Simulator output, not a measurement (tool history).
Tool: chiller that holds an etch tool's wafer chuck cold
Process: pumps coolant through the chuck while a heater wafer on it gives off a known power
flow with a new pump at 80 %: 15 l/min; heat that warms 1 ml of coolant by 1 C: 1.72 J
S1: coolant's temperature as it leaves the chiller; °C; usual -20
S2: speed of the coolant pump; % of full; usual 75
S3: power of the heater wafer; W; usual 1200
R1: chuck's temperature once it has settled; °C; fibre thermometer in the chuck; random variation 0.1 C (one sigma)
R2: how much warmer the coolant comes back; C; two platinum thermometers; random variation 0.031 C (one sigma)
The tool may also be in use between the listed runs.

| run | day | S1 | S2 | S3 | R1 | R2 |
|---|---|---|---|---|---|---|
| 1 | 0.000 | -20 | 75 | 1200 | -2.5 | 3.28 |
| 2 | 3.146 | -20 | 75 | 1200 | -2.5 | 3.33 |
| 3 | 9.929 | -20 | 75 | 1200 | -2.4 | 3.33 |
| 4 | 14.904 | -20 | 75 | 1200 | -2.3 | 3.26 |
| 5 | 18.804 | -20 | 75 | 1200 | -2.2 | 3.28 |
| 6 | 23.383 | -20 | 75 | 1200 | -2.3 | 3.34 |
| 7 | 27.558 | -20 | 75 | 1200 | -2.1 | 3.33 |
|  | 28.283 | coolant pump overhauled |
| 8 | 33.412 | -25 | 78 | 1200 | -7.2 | 3.28 |
| 9 | 39.488 | -25 | 78 | 1200 | -7.0 | 3.35 |
| 10 | 45.654 | -20 | 75 | 1132 | -2.4 | 3.28 |
|  | 46.808 | coolant pump overhauled, once more |
| 11 | 52.233 | -10 | 89 | 1200 | 5.5 | 2.49 |
| 12 | 55.396 | -24 | 90 | 1200 | -8.2 | 2.45 |
| 13 | 60.625 | -27 | 75 | 1200 | -9.6 | 2.99 |
| 14 | 64.358 | -18 | 60 | 759 | -5.3 | 2.46 |

What if the next run were any one of these 5? Each begins from the tool's condition after run 14:
| A | 70.167 | -17 | 77 | 1239 | ? | ? |
| B | 70.167 | -13 | 71 | 1200 | ? | ? |
| C | 70.167 | -26 | 68 | 1200 | ? | ? |
| D | 70.167 | -18 | 66 | 612 | ? | ? |
| E | 70.167 | -26 | 86 | 1658 | ? | ? |

| run | R1 | R2 |
|---|---|---|
| A | 1.0 | 2.97 |
| B | 5.1 | 3.22 |
| C | -7.3 | 3.33 |
| D | -8.2 | 1.79 |
| E | -3.5 | 3.61 |
What these runs would have given with no unlogged condition in the tool:
| run | R1 | R2 |
|---|---|---|
| A | -2.6 | 2.95 |
| B | 1.5 | 3.20 |
| C | -11.0 | 3.30 |
| D | -10.2 | 1.77 |
| E | -8.0 | 3.58 |
